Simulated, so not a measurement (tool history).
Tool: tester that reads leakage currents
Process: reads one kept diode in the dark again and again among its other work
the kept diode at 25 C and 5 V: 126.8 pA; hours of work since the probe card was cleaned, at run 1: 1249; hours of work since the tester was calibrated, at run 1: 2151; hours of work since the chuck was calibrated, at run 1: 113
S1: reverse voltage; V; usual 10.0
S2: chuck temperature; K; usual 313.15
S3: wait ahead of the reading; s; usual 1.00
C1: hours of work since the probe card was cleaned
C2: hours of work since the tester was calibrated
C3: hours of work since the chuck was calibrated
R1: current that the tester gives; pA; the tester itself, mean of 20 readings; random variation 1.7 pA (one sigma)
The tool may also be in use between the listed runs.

run	hour	S1	S2	S3	C1	C2	C3	R1
1	0.0	10.0	313.15	1.00	1249	2151	113	551.62
2	71.8	10.0	313.15	1.00	1284	2186	148	549.59
3	108.9	10.0	313.15	1.00	1302	2204	166	550.89
4	188.7	10.0	313.15	1.00	1341	2242	205	549.38
# hour 195.2: tester calibrated
5	273.2	10.0	325.15	1.00	1381	38	245	1259.95
6	330.4	10.0	325.15	1.00	1409	66	272	1265.94
7	403.7	10.0	325.15	1.00	1444	101	308	1258.34
8	453.8	10.0	305.15	1.00	1469	125	332	303.51
9	508.5	10.0	305.15	1.00	1495	152	359	306.00
10	567.2	10.0	313.15	1.00	1524	180	387	552.11
11	630.6	10.0	313.15	1.00	1554	211	418	551.36
12	688.7	10.0	313.15	1.00	1582	239	446	550.33
13	762.2	6.4	313.15	0.35	1618	275	482	441.52
# hour 833.2: chuck's temperature calibrated
14	839.8	6.4	313.15	0.35	1655	312	3	442.79
15	925.3	2.8	313.15	1.00	1696	353	45	296.12
16	971.2	1.7	294.15	2.27	1718	375	67	54.69
17	1033.9	10.0	313.15	1.83	1749	406	97	552.68
18	1095.9	10.0	297.15	3.07	1779	436	127	164.89
19	1168.0	1.9	313.15	1.00	1814	471	162	245.54
20	1253.7	1.5	294.15	8.41	1855	512	204	51.70
21	1307.4	10.7	313.15	2.34	1881	538	230	569.12
22	1360.4	10.0	312.15	1.00	1907	564	256	510.05
23	1433.3	10.0	312.15	1.00	1943	599	291	508.61

How the hidden state differs across the entries between the runs, from the last listed run before each to the first after it:
Between runs 4 and 5: tester calibrated (hour 195.2)
  current scale over the true one, %: -0.02 -> 0
Between runs 13 and 14: chuck's temperature calibrated (hour 833.2)
  true chuck temperature over the reading, C: -0.02 -> 0

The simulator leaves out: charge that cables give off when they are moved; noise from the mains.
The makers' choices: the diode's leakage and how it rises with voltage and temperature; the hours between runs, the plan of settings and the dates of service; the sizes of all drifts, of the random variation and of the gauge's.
